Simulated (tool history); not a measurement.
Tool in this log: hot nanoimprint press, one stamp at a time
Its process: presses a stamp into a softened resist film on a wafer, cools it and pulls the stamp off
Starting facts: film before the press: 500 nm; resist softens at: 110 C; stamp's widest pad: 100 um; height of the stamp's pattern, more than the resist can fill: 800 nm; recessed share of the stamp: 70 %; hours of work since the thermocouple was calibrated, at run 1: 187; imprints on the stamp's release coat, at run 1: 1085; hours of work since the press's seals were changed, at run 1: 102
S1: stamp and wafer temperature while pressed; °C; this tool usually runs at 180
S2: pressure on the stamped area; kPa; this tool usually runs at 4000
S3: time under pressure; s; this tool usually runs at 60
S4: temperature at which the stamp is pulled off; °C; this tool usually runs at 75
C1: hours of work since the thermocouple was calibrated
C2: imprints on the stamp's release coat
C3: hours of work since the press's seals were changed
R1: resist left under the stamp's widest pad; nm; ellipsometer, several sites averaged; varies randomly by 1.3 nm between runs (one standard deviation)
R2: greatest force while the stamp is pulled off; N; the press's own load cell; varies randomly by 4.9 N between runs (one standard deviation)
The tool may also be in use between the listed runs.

run    hour   S1    S2  S3  S4   C1    C2   C3     R1   R2
  1     0.0  180  4000  60  75  187  1085  102  219.6  298
  2    48.7  180  4000  60  75  210  1212  124  217.7  313
  3    82.5  180  4000  60  75  225  1301  139  219.0  314
  4   128.0  180  4000  60  75  245  1420  160  218.7  313
  5   187.8  180  4000  60  75  273  1577  187  217.8  328
  6   243.4  170  4000  60  75  298  1723  212  328.8  337
      281.2  -- plate thermocouple calibrated
      292.1  -- stamp cleaned and given a new release coat
  7   301.0  180  4000  60  75    6    24  234  226.6  241
  8   333.4  180  4000  60  75   21   109  249  226.3  241
  9   393.4  180  3390  60  75   48   266  276  249.4  250
 10   423.0  180  3390  60  75   62   344  289  247.0  259
 11   470.0  180  3370  60  75   83   467  311  249.0  272
 12   532.1  180  3370  60  75  111   630  339  249.2  271
 13   562.6  180  3370  60  75  125   710  353  247.2  281
 14   625.8  180  3370  60  75  154   876  381  246.9  282
 15   666.0  180  4000  60  66  172   981  400  222.8  366
 16   714.6  171  2920  60  76  194  1109  422  366.6  298
 17   761.2  180  3200  60  72  215  1231  443  248.5  337
 18   819.9  188  2900  82  77  242  1385  469  168.1  290
 19   879.7  190  4000  62  66  269  1542  497  139.4  398
 20   950.0  190  3030  62  71  301  1726  528  163.5  368
      985.6  -- plate thermocouple calibrated
      998.2  -- stamp cleaned and given a new release coat
 21  1010.3  180  3930  60  61    8    32  552  227.2  314
 22  1054.2  180  3930  60  61   28   147  572  226.9  321
 23  1120.8  184  4000  67  64   59   322  602  179.7  312
 24  1178.0  184  4000  67  64   85   472  628  178.5  328
 25  1223.1  184  4000  67  64  105   590  648  178.5  331
 26  1284.8  180  3150  49  75  133   752  676  268.4  271
 27  1343.9  180  3600  60  75  160   907  703  233.7  284
 28  1401.5  180  5220  60  75  186  1058  729  192.3  298
 29  1449.8  168  5220  60  75  208  1185  751  329.8  321
 30  1487.7  189  5220  60  81  225  1285  768  125.3  272

Forecast each of these 3 alternatives for the next run:
  A  1517.1  190  3170  60  70  238  1362  782   ?   ?
  B  1517.1  186  5220  60  65  238  1362  782   ?   ?
  C  1517.1  180  4000  75  72  238  1362  782   ?   ?

run     R1   R2
  A  158.1  349
  B  145.5  374
  C  203.3  337
Without the tool's hidden state the same runs would have given:
run     R1   R2
  A  163.7  264
  B  150.1  283
  C  210.8  256
